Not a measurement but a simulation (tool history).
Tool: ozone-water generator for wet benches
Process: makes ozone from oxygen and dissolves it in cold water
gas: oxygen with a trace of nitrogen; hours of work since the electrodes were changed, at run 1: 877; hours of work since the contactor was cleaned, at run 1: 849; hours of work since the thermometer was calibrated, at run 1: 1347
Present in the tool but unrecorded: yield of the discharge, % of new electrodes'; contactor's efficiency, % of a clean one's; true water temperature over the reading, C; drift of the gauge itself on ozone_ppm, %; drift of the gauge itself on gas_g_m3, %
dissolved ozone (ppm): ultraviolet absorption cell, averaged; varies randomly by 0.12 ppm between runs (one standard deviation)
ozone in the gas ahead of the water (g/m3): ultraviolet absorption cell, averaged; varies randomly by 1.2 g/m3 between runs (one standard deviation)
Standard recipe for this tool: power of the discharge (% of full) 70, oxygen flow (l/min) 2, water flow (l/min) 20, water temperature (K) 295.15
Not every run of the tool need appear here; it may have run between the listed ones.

run,day,power of the discharge (% of full),oxygen flow (l/min),water flow (l/min),water temperature (K),hours of work since the electrodes were changed,hours of work since the contactor was cleaned,hours of work since the thermometer was calibrated,dissolved ozone (ppm),ozone in the gas ahead of the water (g/m3)
1,0,70,2,20,295.15,877,849,1347,10.4,212.8
2,0.596,70,2,20,295.15,887,859,1357,10.7,211.1
3,1.2,94,2,20,295.15,898,869,1368,12.4,249
4,1.771,94,2,20,295.15,907,879,1377,12.3,251.3
# day 1.867: water thermometer calibrated
5,2.446,94,2,20,295.15,918,890,10,12.3,252.1
6,3.075,70,2,20,295.15,929,901,20,10.4,211
7,4.304,70,2,20,295.15,950,921,41,10.4,211.3
8,5.658,70,2,20,293.15,973,944,64,10.6,211.7
9,6.662,46,2,20,293.15,990,961,81,8.2,166.8
10,7.921,46,2,20,293.15,1011,982,102,8.3,168.1
# day 8.871: water thermometer calibrated, once more
11,8.871,46,2,20,293.15,1027,998,0,8.2,166

Alternative continuations, all from the tool just after run 11; predict every row:
A,9.85,57,2,20,295.15,1043,1015,17,?,?
B,9.85,66,2,26,295.15,1043,1015,17,?,?
C,9.85,82,2,20,293.15,1043,1015,17,?,?
D,9.85,72,2,27,303.15,1043,1015,17,?,?
E,9.85,100,3.48,16,295.15,1043,1015,17,?,?

run,dissolved ozone (ppm),ozone in the gas ahead of the water (g/m3)
A,9.4,187.8
B,7.8,205.4
C,11.5,232.7
D,7.2,215.8
E,16.1,186.5
Take away the tool's hidden state, keep each run's random variation, and the runs would have read:
run,dissolved ozone (ppm),ozone in the gas ahead of the water (g/m3)
A,9.6,190.9
B,8,209
C,11.8,237.3
D,7.4,219.8
E,16.5,190.6

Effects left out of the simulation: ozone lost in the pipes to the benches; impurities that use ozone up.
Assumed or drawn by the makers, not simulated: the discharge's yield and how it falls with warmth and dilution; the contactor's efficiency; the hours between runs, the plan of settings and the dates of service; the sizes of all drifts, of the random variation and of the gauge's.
